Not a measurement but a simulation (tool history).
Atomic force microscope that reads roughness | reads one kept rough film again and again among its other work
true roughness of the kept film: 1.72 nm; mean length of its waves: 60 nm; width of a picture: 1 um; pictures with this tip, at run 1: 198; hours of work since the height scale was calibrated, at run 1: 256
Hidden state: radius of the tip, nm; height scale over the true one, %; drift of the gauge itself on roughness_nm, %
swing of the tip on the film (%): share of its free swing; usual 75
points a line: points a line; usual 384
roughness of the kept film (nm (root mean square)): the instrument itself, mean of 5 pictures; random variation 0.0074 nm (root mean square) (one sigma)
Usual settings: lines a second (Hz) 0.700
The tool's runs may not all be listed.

run   hour  lines a second (Hz)  swing of the tip on the film (%)  points a line  pictures with this tip  hours of work since the height scale was calibrated  roughness of the kept film (nm (root mean square))
  1    0.0                0.700                                75            384                     198                                                  256                                               1.597
  2   10.3                0.700                                75            384                     210                                                  263                                               1.587
  3   24.9                0.700                                72            384                     226                                                  272                                               1.603
  4   35.8                0.700                                86            384                     238                                                  278                                               1.568
  5   49.0                0.700                                86            384                     253                                                  286                                               1.550
      64.2  -- new tip fitted
  6   68.4                0.700                                86            384                       5                                                  298                                               1.627
  7   86.8                0.700                                75            384                      26                                                  309                                               1.647
  8   96.3                0.700                                75            384                      36                                                  315                                               1.647
  9  111.0                1.640                                60            348                      53                                                  324                                               1.654
 10  127.8                1.640                                60            348                      71                                                  335                                               1.637
 11  140.5                0.700                                78            384                      86                                                  342                                               1.620
 12  149.0                0.700                                78            384                      95                                                  348                                               1.631
 13  167.0                0.700                                78            403                     115                                                  359                                               1.623
 14  181.3                0.700                                56            611                     131                                                  367                                               1.667

The next listed run, before its measurement:
 15  197.3                0.734                                61            611                     149                                                  377                                                   ?

Run 15 gave roughness of the kept film (nm (root mean square)) 1.624.
Without the tool's hidden state the same run would have given roughness of the kept film (nm (root mean square)) 1.655.
